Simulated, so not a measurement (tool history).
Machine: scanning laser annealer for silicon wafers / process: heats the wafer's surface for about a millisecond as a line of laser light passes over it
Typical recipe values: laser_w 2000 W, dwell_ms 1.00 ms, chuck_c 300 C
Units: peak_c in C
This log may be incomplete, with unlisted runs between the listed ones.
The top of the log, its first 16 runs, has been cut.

Run 17, day 30.375: usual settings but dwell_ms 0.86 ms. Result: peak_c 988 C.
Run 18, day 31.792: usual settings but laser_w 1866 W. Result: peak_c 979 C.
Run 19, day 33.742: usual settings but laser_w 1866 W. Result: peak_c 975 C.
Run 20, day 35.938: usual settings but laser_w 1866 W. Result: peak_c 972 C.
Run 21, day 37.783: usual settings but laser_w 1866 W. Result: peak_c 973 C.
Run 22, day 39.500: usual settings but laser_w 1782 W. Result: peak_c 934 C.
Run 23, day 41.600: usual settings but dwell_ms 0.76 ms. Result: peak_c 938 C.
Run 24, day 43.171: usual settings but laser_w 1858 W, chuck_c 339 C. Result: peak_c 999 C.
Run 25, day 45.542: usual settings but laser_w 1858 W, chuck_c 339 C. Result: peak_c 996 C.
Run 26, day 47.475: usual settings but laser_w 1775 W, chuck_c 294 C. Result: peak_c 919 C.
Run 27, day 49.217: usual settings but laser_w 2171 W, dwell_ms 0.76 ms. Result: peak_c 1002 C.
Run 28, day 50.954: usual settings but laser_w 1876 W, dwell_ms 1.16 ms. Result: peak_c 1013 C.
Run 29, day 52.225: usual settings but laser_w 1876 W, dwell_ms 1.16 ms. Result: peak_c 1011 C.
Run 30, day 53.567: usual settings but laser_w 2186 W, dwell_ms 0.76 ms, chuck_c 318 C. Result: peak_c 1019 C.
Run 31, day 55.279: usual settings but laser_w 2186 W, dwell_ms 0.76 ms, chuck_c 318 C. Result: peak_c 1019 C.
Run 32, day 56.996: usual settings but dwell_ms 1.03 ms, chuck_c 328 C. Result: peak_c 1051 C.
Run 33, day 58.800: usual settings but dwell_ms 0.96 ms, chuck_c 323 C. Result: peak_c 1021 C.
Run 34, day 60.775: usual settings but dwell_ms 0.96 ms, chuck_c 323 C. Result: peak_c 1017 C.
Run 35, day 62.562: usual settings but laser_w 1943 W, dwell_ms 0.78 ms. Result: peak_c 906 C.
Run 36, day 64.558: usual settings but laser_w 1943 W, dwell_ms 0.78 ms. Result: peak_c 902 C.
Run 37, day 66.146: usual settings but laser_w 2142 W, dwell_ms 1.10 ms, chuck_c 274 C. Result: peak_c 1074 C.
Run 38, day 68.204: usual settings but laser_w 2142 W, dwell_ms 1.10 ms, chuck_c 274 C. Result: peak_c 1073 C.
Run 39, day 69.292: usual settings but laser_w 2142 W, dwell_ms 1.10 ms, chuck_c 274 C. Result: peak_c 1074 C.
At day 70.712: optics aligned, line set to its width.
Run 40, day 71.046: usual settings but laser_w 2142 W, dwell_ms 0.91 ms, chuck_c 274 C. Result: peak_c 1015 C.

Predict each of these 4 candidate next runs independently; none follows another, all start after run 40:
Run A, day 72.862: usual settings but laser_w 1719 W, dwell_ms 0.74 ms. Result: peak_c ?.
Run B, day 72.862: usual settings but laser_w 1854 W, dwell_ms 0.91 ms, chuck_c 305 C. Result: peak_c ?.
Run C, day 72.862: usual settings but laser_w 1820 W, dwell_ms 1.01 ms, chuck_c 336 C. Result: peak_c ?.
Run D, day 72.862: usual settings but laser_w 2105 W, dwell_ms 0.86 ms, chuck_c 310 C. Result: peak_c ?.

run  peak_c
  A     805
  B     921
  C     970
  D    1017
What these runs would have given with no unlogged condition in the tool:
run  peak_c
  A     844
  B     968
  C    1018
  D    1071
